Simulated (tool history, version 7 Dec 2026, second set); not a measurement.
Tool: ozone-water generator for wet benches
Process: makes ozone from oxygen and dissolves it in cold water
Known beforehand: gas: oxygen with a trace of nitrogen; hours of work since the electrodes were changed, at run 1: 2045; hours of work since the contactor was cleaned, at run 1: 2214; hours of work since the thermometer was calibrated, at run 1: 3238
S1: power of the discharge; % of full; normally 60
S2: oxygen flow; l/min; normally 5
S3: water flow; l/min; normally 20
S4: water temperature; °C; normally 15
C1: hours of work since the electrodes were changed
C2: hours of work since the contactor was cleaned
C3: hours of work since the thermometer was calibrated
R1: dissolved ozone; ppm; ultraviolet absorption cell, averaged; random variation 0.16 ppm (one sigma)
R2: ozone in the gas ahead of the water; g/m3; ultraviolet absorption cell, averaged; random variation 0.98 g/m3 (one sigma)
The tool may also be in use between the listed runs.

Run 1, day 0: usual settings; C1 2045; C2 2214; C3 3238. Result: R1 20.1 ppm, R2 169 g/m3.
Run 2, day 3.096: usual settings; C1 2115; C2 2284; C3 3308. Result: R1 20 ppm, R2 169.7 g/m3.
Run 3, day 6.308: usual settings; C1 2188; C2 2357; C3 3381. Result: R1 20.1 ppm, R2 168.8 g/m3.
Run 4, day 8.621: usual settings; C1 2241; C2 2409; C3 3434. Result: R1 20.1 ppm, R2 170.7 g/m3.
Run 5, day 11.846: usual settings; C1 2314; C2 2483; C3 3507. Result: R1 19.8 ppm, R2 167.1 g/m3.
Run 6, day 16.188: usual settings; C1 2413; C2 2581; C3 3606. Result: R1 20.2 ppm, R2 169.1 g/m3.
Run 7, day 20.796: usual settings but S3 24 l/min; C1 2517; C2 2686; C3 3710. Result: R1 17.5 ppm, R2 167.9 g/m3.
Run 8, day 23.508: usual settings but S3 24 l/min; C1 2579; C2 2748; C3 3772. Result: R1 17.3 ppm, R2 168.3 g/m3.
Run 9, day 26.275: usual settings; C1 2642; C2 2810; C3 3835. Result: R1 19.6 ppm, R2 167.9 g/m3.
Run 10, day 28.879: usual settings; C1 2701; C2 2870; C3 3894. Result: R1 20 ppm, R2 169.2 g/m3.
Run 11, day 33.221: usual settings but S1 86 % of full, S2 3.81 l/min, S3 19 l/min, S4 7 °C; C1 2800; C2 2968; C3 3993. Result: R1 30.6 ppm, R2 270 g/m3.
Run 12, day 38.183: usual settings but S1 69 % of full, S2 8.33 l/min, S4 19 °C; C1 2912; C2 3081; C3 4105. Result: R1 19.5 ppm, R2 136.6 g/m3.
At day 38.85: contactor cleaned.
Run 13, day 41.154: usual settings but S1 69 % of full, S2 8.33 l/min, S4 19 °C; C1 2976; C2 52; C3 4169. Result: R1 19.7 ppm, R2 136.3 g/m3.
Run 14, day 45.446: usual settings but S1 69 % of full, S2 7.17 l/min, S3 13 l/min, S4 11 °C; C1 3073; C2 150; C3 4267. Result: R1 29.5 ppm, R2 149.4 g/m3.
Run 15, day 50.404: usual settings but S2 2.85 l/min, S3 25 l/min, S4 11 °C; C1 3186; C2 262; C3 4379. Result: R1 16.9 ppm, R2 240.9 g/m3.
Run 16, day 54.504: usual settings but S1 93 % of full, S2 8.74 l/min, S3 25 l/min, S4 11 °C; C1 3279; C2 356; C3 4472. Result: R1 24.4 ppm, R2 167.5 g/m3.

Forecast run 17:
Run 17, day 58.683: usual settings but S1 92 % of full, S2 3.96 l/min, S3 12 l/min, S4 14 °C; C1 3374; C2 450; C3 4567. Result: R1 ?, R2 ?.

R1: 41.1 ppm
R2: 274.2 g/m3
Minus the tool's unlogged condition, the same run would have read R1 41.2 ppm, R2 274.6 g/m3.
